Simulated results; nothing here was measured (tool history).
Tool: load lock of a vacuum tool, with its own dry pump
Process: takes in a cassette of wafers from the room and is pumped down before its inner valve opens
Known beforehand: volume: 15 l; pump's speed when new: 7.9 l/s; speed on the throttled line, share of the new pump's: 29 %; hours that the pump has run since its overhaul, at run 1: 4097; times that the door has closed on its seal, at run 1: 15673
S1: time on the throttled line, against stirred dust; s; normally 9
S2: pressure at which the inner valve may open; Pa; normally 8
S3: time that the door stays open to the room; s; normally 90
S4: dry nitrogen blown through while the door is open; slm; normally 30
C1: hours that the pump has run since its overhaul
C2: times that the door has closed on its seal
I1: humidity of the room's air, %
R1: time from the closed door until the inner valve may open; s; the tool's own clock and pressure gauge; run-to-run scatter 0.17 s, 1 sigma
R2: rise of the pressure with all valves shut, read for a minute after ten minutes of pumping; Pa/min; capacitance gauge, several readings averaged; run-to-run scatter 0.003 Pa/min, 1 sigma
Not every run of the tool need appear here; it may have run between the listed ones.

Run 1, hour 0.0: usual settings; C1 4097; C2 15673; I1 45.7. Result: R1 24.9 s, R2 0.284 Pa/min.
Run 2, hour 272.6: usual settings but S4 13 slm; C1 4370; C2 16153; I1 47.2. Result: R1 24.9 s, R2 0.309 Pa/min.
Run 3, hour 528.3: usual settings but S1 15 s, S4 13 slm; C1 4626; C2 16604; I1 48.9. Result: R1 29.1 s, R2 0.320 Pa/min.
Run 4, hour 711.8: usual settings but S1 15 s, S4 13 slm; C1 4809; C2 16928; I1 44.8. Result: R1 29.7 s, R2 0.328 Pa/min.
Run 5, hour 1026.7: usual settings; C1 5124; C2 17483; I1 41.6. Result: R1 25.0 s, R2 0.326 Pa/min.
Run 6, hour 1270.1: usual settings but S3 186 s; C1 5368; C2 17912; I1 46.4. Result: R1 25.2 s, R2 0.355 Pa/min.
Run 7, hour 1635.4: usual settings but S1 13 s; C1 5733; C2 18556; I1 45.0. Result: R1 28.0 s, R2 0.364 Pa/min.
Run 8, hour 1915.3: usual settings but S1 13 s; C1 6013; C2 19049; I1 43.6. Result: R1 27.9 s, R2 0.367 Pa/min.
Run 9, hour 2196.4: usual settings but S1 13 s; C1 6294; C2 19544; I1 45.5. Result: R1 27.9 s, R2 0.389 Pa/min.
Run 10, hour 2499.7: usual settings; C1 6597; C2 20079; I1 40.4. Result: R1 25.3 s, R2 0.403 Pa/min.
Run 11, hour 2906.2: usual settings; C1 7004; C2 20795; I1 44.2. Result: R1 25.4 s, R2 0.431 Pa/min.
Run 12, hour 3270.4: usual settings; C1 7368; C2 21437; I1 43.1. Result: R1 25.3 s, R2 0.446 Pa/min.
Run 13, hour 3599.2: usual settings; C1 7697; C2 22017; I1 46.6. Result: R1 25.2 s, R2 0.468 Pa/min.
Run 14, hour 3937.6: usual settings; C1 8035; C2 22614; I1 44.5. Result: R1 25.4 s, R2 0.485 Pa/min.
Run 15, hour 4315.4: usual settings; C1 8413; C2 23279; I1 44.5. Result: R1 25.1 s, R2 0.509 Pa/min.
Run 16, hour 4627.3: usual settings; C1 8725; C2 23829; I1 42.5. Result: R1 25.5 s, R2 0.520 Pa/min.
Run 17, hour 4862.5: usual settings; C1 8960; C2 24244; I1 46.9. Result: R1 25.5 s, R2 0.561 Pa/min.
Run 18, hour 5046.1: usual settings; C1 9144; C2 24568; I1 45.8. Result: R1 25.3 s, R2 0.547 Pa/min.
At hour 5174.9: door's seal changed, seat wiped.
Run 19, hour 5390.6: usual settings; C1 9487; C2 380; I1 48.1. Result: R1 25.5 s, R2 0.041 Pa/min.
Run 20, hour 5638.4: usual settings but S4 5 slm; C1 9734; C2 817; I1 46.2. Result: R1 25.8 s, R2 0.072 Pa/min.
Run 21, hour 5955.1: usual settings but S1 11 s, S2 9 Pa, S4 35 slm; C1 10051; C2 1375; I1 45.4. Result: R1 26.7 s, R2 0.050 Pa/min.
Run 22, hour 6302.3: usual settings but S1 5 s, S4 32 slm; C1 10398; C2 1987; I1 42.5. Result: R1 22.6 s, R2 0.047 Pa/min.
Run 23, hour 6647.5: usual settings but S1 5 s, S4 32 slm; C1 10743; C2 2596; I1 47.9. Result: R1 22.8 s, R2 0.056 Pa/min.
Run 24, hour 6870.1: usual settings but S1 6 s, S2 13 Pa, S3 112 s, S4 26 slm; C1 10966; C2 2988; I1 45.9. Result: R1 22.6 s, R2 0.069 Pa/min.
Run 25, hour 7039.6: usual settings but S1 10 s, S2 13 Pa, S3 112 s, S4 26 slm; C1 11136; C2 3287; I1 47.0. Result: R1 25.1 s, R2 0.073 Pa/min.
Run 26, hour 7219.5: usual settings but S1 10 s, S2 13 Pa, S3 112 s, S4 26 slm; C1 11316; C2 3604; I1 43.9. Result: R1 25.3 s, R2 0.075 Pa/min.
Run 27, hour 7403.2: usual settings but S1 5 s, S2 13 Pa, S3 112 s, S4 13 slm; C1 11499; C2 3928; I1 46.3. Result: R1 22.0 s, R2 0.088 Pa/min.
Run 28, hour 7699.2: usual settings but S1 8 s, S2 15 Pa, S3 65 s, S4 10 slm; C1 11795; C2 4449; I1 49.0. Result: R1 23.9 s, R2 0.091 Pa/min.
Run 29, hour 7894.1: usual settings but S1 8 s, S2 15 Pa, S3 65 s, S4 10 slm; C1 11990; C2 4793; I1 45.5. Result: R1 23.6 s, R2 0.093 Pa/min.
Run 30, hour 8174.1: usual settings but S1 8 s, S2 15 Pa, S3 65 s, S4 10 slm; C1 12270; C2 5287; I1 43.5. Result: R1 23.7 s, R2 0.100 Pa/min.
Run 31, hour 8359.3: usual settings but S1 8 s, S2 15 Pa, S3 65 s, S4 10 slm; C1 12455; C2 5613; I1 51.9. Result: R1 23.9 s, R2 0.107 Pa/min.
Run 32, hour 8771.7: usual settings but S1 17 s, S3 124 s, S4 6 slm; C1 12868; C2 6340; I1 48.6. Result: R1 31.5 s, R2 0.136 Pa/min.
Run 33, hour 9159.9: usual settings but S1 17 s, S3 124 s, S4 6 slm; C1 13256; C2 7024; I1 47.7. Result: R1 31.6 s, R2 0.140 Pa/min.
Run 34, hour 9470.6: usual settings but S3 87 s, S4 6 slm; C1 13567; C2 7572; I1 47.4. Result: R1 26.0 s, R2 0.145 Pa/min.
Run 35, hour 9698.4: usual settings but S3 87 s, S4 6 slm; C1 13794; C2 7973; I1 45.9. Result: R1 25.8 s, R2 0.148 Pa/min.
Run 36, hour 9945.3: usual settings but S1 11 s, S3 67 s, S4 6 slm; C1 14041; C2 8409; I1 47.2. Result: R1 27.1 s, R2 0.150 Pa/min.
Run 37, hour 10238.4: usual settings but S1 11 s, S3 67 s, S4 6 slm; C1 14334; C2 8925; I1 45.8. Result: R1 27.1 s, R2 0.162 Pa/min.

What differs in the tool's unlogged condition from the final listed run ahead of each entry between runs to the first listed run following it?
Logged between run 18 and run 19: door's seal changed, seat wiped (hour 5174.9)
  pump's speed, % of a new pump's: 94.3 -> 94.1; leak at the door's seal, Pa l/s: 0.1315 -> 0.0036
  measured minus no-state result, R1: +0.9 -> +1.0 s; R2: +0.514 -> +0.007 Pa/min

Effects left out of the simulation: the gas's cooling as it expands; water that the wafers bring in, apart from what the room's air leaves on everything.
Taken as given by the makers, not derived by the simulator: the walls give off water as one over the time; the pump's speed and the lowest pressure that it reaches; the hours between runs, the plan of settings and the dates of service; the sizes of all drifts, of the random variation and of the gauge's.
